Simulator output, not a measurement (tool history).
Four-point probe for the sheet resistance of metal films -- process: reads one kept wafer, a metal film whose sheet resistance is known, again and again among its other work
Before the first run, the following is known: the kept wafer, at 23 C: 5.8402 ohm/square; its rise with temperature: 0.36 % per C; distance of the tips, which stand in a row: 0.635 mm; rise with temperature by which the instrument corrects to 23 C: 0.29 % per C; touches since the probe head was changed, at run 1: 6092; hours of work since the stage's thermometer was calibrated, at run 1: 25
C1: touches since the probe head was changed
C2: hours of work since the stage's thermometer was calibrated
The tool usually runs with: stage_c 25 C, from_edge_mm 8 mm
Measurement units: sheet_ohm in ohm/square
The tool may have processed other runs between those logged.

run 1 hour=0.0 | stage_c=25 from_edge_mm=8 | C1=6092 C2=25 | sheet_ohm=5.843155
run 2 hour=24.2 | stage_c=23 from_edge_mm=8 | C1=6537 C2=42 | sheet_ohm=5.837990
run 3 hour=38.2 | stage_c=23 from_edge_mm=8 | C1=6795 C2=52 | sheet_ohm=5.836347
run 4 hour=57.5 | stage_c=23 from_edge_mm=8 | C1=7152 C2=65 | sheet_ohm=5.837996
run 5 hour=79.0 | stage_c=23 from_edge_mm=8 | C1=7548 C2=80 | sheet_ohm=5.835309
-- hour=80.5 stage's thermometer calibrated
run 6 hour=92.2 | stage_c=25 from_edge_mm=8 | C1=7782 C2=8 | sheet_ohm=5.844444
run 7 hour=116.3 | stage_c=25 from_edge_mm=8 | C1=8225 C2=25 | sheet_ohm=5.844438

Predict the results of run 8:
run 8 hour=133.5 | stage_c=20 from_edge_mm=63 | C1=8543 C2=37 | sheet_ohm=?

{"run 8": {"sheet_ohm": 5.803324}}
Had the tool carried no hidden state, the very same run would have given sheet_ohm 5.826994 ohm/square.
